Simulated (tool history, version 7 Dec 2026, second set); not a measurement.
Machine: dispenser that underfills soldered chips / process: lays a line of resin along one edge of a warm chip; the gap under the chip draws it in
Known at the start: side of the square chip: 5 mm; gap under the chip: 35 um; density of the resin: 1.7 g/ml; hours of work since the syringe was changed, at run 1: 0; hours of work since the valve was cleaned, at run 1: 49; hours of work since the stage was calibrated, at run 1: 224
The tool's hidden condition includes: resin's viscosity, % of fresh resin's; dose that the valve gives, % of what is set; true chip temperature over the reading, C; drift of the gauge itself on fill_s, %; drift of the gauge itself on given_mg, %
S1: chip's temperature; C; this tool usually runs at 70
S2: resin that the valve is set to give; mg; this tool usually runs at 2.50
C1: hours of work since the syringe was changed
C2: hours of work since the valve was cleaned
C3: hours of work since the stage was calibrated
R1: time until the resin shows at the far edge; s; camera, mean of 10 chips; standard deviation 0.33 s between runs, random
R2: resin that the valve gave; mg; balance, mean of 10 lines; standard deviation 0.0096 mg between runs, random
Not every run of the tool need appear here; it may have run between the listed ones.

run 1 hour=0.0 | S1=70 S2=2.50 | C1=0 C2=49 C3=224 | R1=15.2 R2=2.460
run 2 hour=5.1 | S1=70 S2=2.50 | C1=4 C2=53 C3=227 | R1=17.3 R2=2.445
-- hour=9.2 new syringe of resin
run 3 hour=12.8 | S1=70 S2=2.50 | C1=2 C2=58 C3=232 | R1=16.6 R2=2.452
-- hour=18.8 new syringe of resin
run 4 hour=19.2 | S1=57 S2=2.50 | C1=0 C2=62 C3=237 | R1=26.1 R2=2.454
run 5 hour=25.0 | S1=57 S2=2.50 | C1=4 C2=66 C3=241 | R1=29.7 R2=2.447
-- hour=28.3 new syringe of resin
run 6 hour=30.6 | S1=74 S2=2.50 | C1=2 C2=70 C3=244 | R1=13.0 R2=2.434
run 7 hour=34.4 | S1=74 S2=2.50 | C1=4 C2=72 C3=247 | R1=14.8 R2=2.422
-- hour=37.5 new syringe of resin
run 8 hour=39.7 | S1=70 S2=2.50 | C1=2 C2=76 C3=250 | R1=15.9 R2=2.424
-- hour=46.6 new syringe of resin
run 9 hour=47.5 | S1=70 S2=2.50 | C1=1 C2=81 C3=256 | R1=15.2 R2=2.420
run 10 hour=54.7 | S1=70 S2=2.50 | C1=6 C2=86 C3=261 | R1=19.0 R2=2.414
-- hour=56.4 new syringe of resin
run 11 hour=61.0 | S1=74 S2=2.50 | C1=3 C2=90 C3=265 | R1=14.7 R2=2.433
-- hour=65.8 new syringe of resin
run 12 hour=67.8 | S1=70 S2=2.39 | C1=1 C2=95 C3=269 | R1=15.3 R2=2.310
run 13 hour=71.9 | S1=70 S2=2.39 | C1=4 C2=98 C3=272 | R1=18.5 R2=2.305
-- hour=75.1 new syringe of resin
run 14 hour=77.4 | S1=70 S2=2.39 | C1=2 C2=101 C3=276 | R1=16.8 R2=2.301
-- hour=84.3 new syringe of resin
run 15 hour=84.6 | S1=70 S2=2.39 | C1=0 C2=106 C3=281 | R1=16.0 R2=2.301
run 16 hour=91.6 | S1=70 S2=2.39 | C1=5 C2=111 C3=286 | R1=19.0 R2=2.289
-- hour=93.6 new syringe of resin
run 17 hour=96.7 | S1=82 S2=2.50 | C1=2 C2=114 C3=289 | R1=10.5 R2=2.401
run 18 hour=100.2 | S1=82 S2=2.89 | C1=5 C2=117 C3=291 | R1=11.5 R2=2.761
-- hour=103.1 new syringe of resin
-- hour=104.1 dispensing valve cleaned and set on the balance
run 19 hour=107.8 | S1=83 S2=3.20 | C1=3 C2=3 C3=296 | R1=10.4 R2=3.203
run 20 hour=111.7 | S1=80 S2=2.48 | C1=5 C2=5 C3=299 | R1=12.6 R2=2.468
-- hour=113.5 new syringe of resin
-- hour=117.4 stage's temperature calibrated
run 21 hour=119.4 | S1=72 S2=2.49 | C1=3 C2=10 C3=1 | R1=14.4 R2=2.486
-- hour=124.1 new syringe of resin
run 22 hour=125.4 | S1=72 S2=2.39 | C1=1 C2=14 C3=5 | R1=13.9 R2=2.381
run 23 hour=131.4 | S1=68 S2=2.68 | C1=5 C2=18 C3=10 | R1=18.6 R2=2.656
-- hour=133.5 new syringe of resin
run 24 hour=136.8 | S1=68 S2=2.68 | C1=2 C2=21 C3=13 | R1=17.1 R2=2.660
run 25 hour=141.8 | S1=68 S2=2.68 | C1=6 C2=25 C3=17 | R1=18.9 R2=2.650
-- hour=142.7 new syringe of resin
run 26 hour=149.8 | S1=57 S2=3.04 | C1=5 C2=30 C3=22 | R1=29.3 R2=3.015
-- hour=152.1 new syringe of resin
run 27 hour=154.8 | S1=57 S2=2.51 | C1=2 C2=34 C3=25 | R1=26.5 R2=2.479
run 28 hour=158.5 | S1=57 S2=2.43 | C1=4 C2=36 C3=28 | R1=29.5 R2=2.407
-- hour=161.5 new syringe of resin
run 29 hour=163.9 | S1=79 S2=3.07 | C1=2 C2=40 C3=31 | R1=10.8 R2=3.037
-- hour=170.8 new syringe of resin
run 30 hour=170.9 | S1=79 S2=2.75 | C1=0 C2=45 C3=36 | R1=9.4 R2=2.714
run 31 hour=178.1 | S1=79 S2=2.75 | C1=5 C2=50 C3=41 | R1=12.2 R2=2.710
-- hour=180.1 new syringe of resin
run 32 hour=185.6 | S1=63 S2=2.74 | C1=4 C2=55 C3=46 | R1=22.3 R2=2.691
-- hour=189.3 new syringe of resin
run 33 hour=192.4 | S1=63 S2=2.74 | C1=2 C2=59 C3=51 | R1=20.9 R2=2.700
run 34 hour=197.5 | S1=78 S2=2.88 | C1=6 C2=63 C3=54 | R1=13.1 R2=2.817

Some steps in R1, run to run, broken into two amounts with sign: the step expected even without the hidden condition (settings, incoming material, random variation), and the rest, left for the hidden condition together with whatever gauge scatter is not in both the measured and the hidden-condition-free result:
Run 4 -> 5: no setting touched and nothing written in the log between the runs. R1 +3.6 s: hidden state +4.4, all else -0.8.
Run 5 -> 6: S1 57 -> 74, new syringe of resin. R1 -16.7 s: hidden state -4.7, all else -12.0.
Run 25 -> 26: S1 68 -> 57, S2 2.68 -> 3.04, new syringe of resin. R1 +10.4 s: hidden state +1.4, all else +9.0.
Run 28 -> 29: S1 57 -> 79, S2 2.43 -> 3.07, new syringe of resin. R1 -18.7 s: hidden state -4.7, all else -14.0.
